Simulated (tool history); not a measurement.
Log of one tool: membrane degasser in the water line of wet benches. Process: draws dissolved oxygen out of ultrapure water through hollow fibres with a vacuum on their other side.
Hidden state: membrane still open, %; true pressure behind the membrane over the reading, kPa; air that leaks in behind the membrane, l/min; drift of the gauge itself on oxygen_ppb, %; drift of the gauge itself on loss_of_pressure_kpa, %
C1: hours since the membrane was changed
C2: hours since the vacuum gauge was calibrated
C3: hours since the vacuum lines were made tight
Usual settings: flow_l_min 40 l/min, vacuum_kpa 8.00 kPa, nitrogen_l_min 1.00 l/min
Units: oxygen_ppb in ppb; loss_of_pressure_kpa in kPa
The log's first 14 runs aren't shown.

{"run": 15, "hour": 2026.8, "flow_l_min": 40, "vacuum_kpa": 8.0, "nitrogen_l_min": 1.0, "C1": 2857, "C2": 3498, "C3": 5495, "oxygen_ppb": 387.2, "loss_of_pressure_kpa": 58.02}
{"run": 16, "hour": 2190.4, "flow_l_min": 40, "vacuum_kpa": 8.0, "nitrogen_l_min": 1.0, "C1": 3020, "C2": 3661, "C3": 5659, "oxygen_ppb": 386.4, "loss_of_pressure_kpa": 58.15}
{"run": 17, "hour": 2309.6, "flow_l_min": 27, "vacuum_kpa": 10.68, "nitrogen_l_min": 1.0, "C1": 3140, "C2": 3781, "C3": 5778, "oxygen_ppb": 419.3, "loss_of_pressure_kpa": 39.62}
{"run": 18, "hour": 2402.3, "flow_l_min": 64, "vacuum_kpa": 9.77, "nitrogen_l_min": 2.75, "C1": 3232, "C2": 3873, "C3": 5871, "oxygen_ppb": 385.8, "loss_of_pressure_kpa": 93.62}
{"run": 19, "hour": 2574.4, "flow_l_min": 64, "vacuum_kpa": 9.77, "nitrogen_l_min": 2.75, "C1": 3404, "C2": 4045, "C3": 6043, "oxygen_ppb": 386.3, "loss_of_pressure_kpa": 93.77}
{"run": 20, "hour": 2697.7, "flow_l_min": 64, "vacuum_kpa": 9.77, "nitrogen_l_min": 2.75, "C1": 3528, "C2": 4169, "C3": 6166, "oxygen_ppb": 386.4, "loss_of_pressure_kpa": 94.15}
{"hour": 2737.7, "done": "seals of the vacuum lines changed"}
{"run": 21, "hour": 2795.4, "flow_l_min": 64, "vacuum_kpa": 5.24, "nitrogen_l_min": 0.54, "C1": 3623, "C2": 4264, "C3": 58, "oxygen_ppb": 400.6, "loss_of_pressure_kpa": 94.28}
{"run": 22, "hour": 2984.9, "flow_l_min": 64, "vacuum_kpa": 12.05, "nitrogen_l_min": 0.99, "C1": 3813, "C2": 4454, "C3": 247, "oxygen_ppb": 994.1, "loss_of_pressure_kpa": 93.54}
{"run": 23, "hour": 3129.2, "flow_l_min": 62, "vacuum_kpa": 12.0, "nitrogen_l_min": 0.99, "C1": 3957, "C2": 4598, "C3": 391, "oxygen_ppb": 964.0, "loss_of_pressure_kpa": 91.23}
{"hour": 3276.6, "done": "vacuum gauge calibrated"}
{"run": 24, "hour": 3319.3, "flow_l_min": 48, "vacuum_kpa": 10.03, "nitrogen_l_min": 1.0, "C1": 4147, "C2": 43, "C3": 581, "oxygen_ppb": 620.8, "loss_of_pressure_kpa": 70.31}
{"run": 25, "hour": 3448.1, "flow_l_min": 30, "vacuum_kpa": 5.09, "nitrogen_l_min": 2.7, "C1": 4276, "C2": 172, "C3": 710, "oxygen_ppb": 54.9, "loss_of_pressure_kpa": 43.71}

Run 26 comes next. What will it give?
{"run": 26, "hour": 3584.4, "flow_l_min": 40, "vacuum_kpa": 8.99, "nitrogen_l_min": 0.85, "C1": 4412, "C2": 308, "C3": 846, "oxygen_ppb": "?", "loss_of_pressure_kpa": "?"}

{"run 26": {"oxygen_ppb": 518.8, "loss_of_pressure_kpa": 58.25}}
Without the tool's hidden state the same run would have given oxygen_ppb 518.8 ppb, loss_of_pressure_kpa 58.21 kPa.
